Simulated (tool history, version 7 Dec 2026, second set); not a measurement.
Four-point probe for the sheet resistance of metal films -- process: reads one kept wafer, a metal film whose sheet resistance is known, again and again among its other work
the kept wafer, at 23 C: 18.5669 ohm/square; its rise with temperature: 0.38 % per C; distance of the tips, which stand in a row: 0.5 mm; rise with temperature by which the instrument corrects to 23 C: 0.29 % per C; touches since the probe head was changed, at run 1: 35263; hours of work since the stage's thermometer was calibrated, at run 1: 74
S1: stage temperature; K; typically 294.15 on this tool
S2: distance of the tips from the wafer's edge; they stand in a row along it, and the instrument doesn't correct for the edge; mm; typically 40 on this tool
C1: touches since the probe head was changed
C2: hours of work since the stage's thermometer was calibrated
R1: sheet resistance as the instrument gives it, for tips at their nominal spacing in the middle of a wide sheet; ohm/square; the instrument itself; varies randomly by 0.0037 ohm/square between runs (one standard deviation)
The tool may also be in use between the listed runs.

run	hour	S1	S2	C1	C2	R1
1	0	294.15	40	35263	74	18.536017
2	13.3	296.15	40	35758	81	18.561904
3	30.3	296.15	40	36392	91	18.573463
4	49.2	296.15	40	37099	102	18.569602
5	69.9	296.15	40	37870	114	18.57517
6	83	296.15	40	38360	121	18.572238
7	108.3	294.15	40	39304	135	18.529873
8	119	304.15	40	39704	142	18.706721
9	132.3	304.15	40	40200	149	18.709867
10	158.7	304.15	23	41185	164	18.713659
11	179.6	291.15	40	41964	176	18.487261
12	197.6	291.15	3	42635	186	18.755104
13	210.9	294.15	4	43130	194	18.689382
14	235.9	294.15	17	44062	208	18.542385
15	256.5	294.15	17	44831	220	18.544591
16	279.4	293.15	40	45686	233	18.517567
17	290.4	293.15	40	46098	239	18.514079
18	308.1	293.15	40	46758	249	18.516475
19	321.4	293.15	40	47253	257	18.517161
20	333.2	293.15	40	47691	263	18.514906
21	358.9	294.15	20	48650	278	18.536312
22	370.1	294.15	20	49070	284	18.539756
23	390	294.15	20	49813	296	18.535743
24	402.4	297.15	10	50273	303	18.606656
25	424.2	297.15	10	51089	315	18.611428
26	449.3	303.15	10	52024	329	18.711943
27	468.8	300.15	40	52752	341	18.636038
28	481	299.15	8	53206	348	18.654559
29	493.9	302.15	5	53686	355	18.771246

What does the tool deliver on the next run?
30	514	302.15	5	54437	366	?

{"run 30": {"R1": 18.771361}}
Take away the tool's hidden state, keep the run-to-run variation as it was, and the same run would have given R1 18.769523 ohm/square.
